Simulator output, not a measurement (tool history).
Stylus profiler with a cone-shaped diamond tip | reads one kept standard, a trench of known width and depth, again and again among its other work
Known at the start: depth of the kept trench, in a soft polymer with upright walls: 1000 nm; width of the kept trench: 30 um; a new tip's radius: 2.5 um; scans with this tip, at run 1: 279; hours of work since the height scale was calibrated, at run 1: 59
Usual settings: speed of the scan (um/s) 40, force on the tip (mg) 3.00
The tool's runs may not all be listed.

run	hour	speed of the scan (um/s)	force on the tip (mg)	scans with this tip	hours of work since the height scale was calibrated	depth of the trench (Å)	width of the trench's floor (um)
1	0.0	40	3.00	279	59	10182.5	25.82
2	21.7	40	3.00	328	69	10177.3	25.86
3	39.8	40	3.02	368	77	10181.7	25.83
4	76.5	40	3.00	450	95	10182.6	25.82
5	93.8	40	3.00	489	103	10181.1	25.80
6	129.6	146	3.00	569	120	10183.7	25.30
7	165.7	40	1.40	650	137	10117.6	25.65
8	195.2	40	1.40	716	151	10116.8	25.59
9	224.1	11	1.68	781	164	10126.1	25.81
10	252.8	12	2.48	845	178	10163.5	25.83
11	269.3	44	7.62	882	186	10339.4	25.73
12	299.9	44	7.62	951	200	10346.1	25.70
13	336.8	111	3.75	1034	218	10215.8	25.44
14	368.3	58	2.34	1105	232	10161.3	25.50
15	386.5	10	1.41	1145	241	10116.8	25.69
16	405.3	36	1.41	1188	250	10112.8	25.55

5 ways to go on from here, each from the tool as it stands after run 16. What would each give?
A	438.5	49	2.29	1262	265	?	?
B	438.5	40	4.72	1262	265	?	?
C	438.5	22	1.77	1262	265	?	?
D	438.5	40	4.79	1262	265	?	?
E	438.5	40	7.33	1262	265	?	?

run	depth of the trench (Å)	width of the trench's floor (um)
A	10159.2	25.51
B	10253.9	25.59
C	10138.4	25.66
D	10256.9	25.61
E	10335.2	25.68
Without the tool's hidden state the same runs would have given:
run	depth of the trench (Å)	width of the trench's floor (um)
A	10147.3	25.78
B	10241.9	25.86
C	10126.5	25.93
D	10244.8	25.88
E	10323.1	25.95
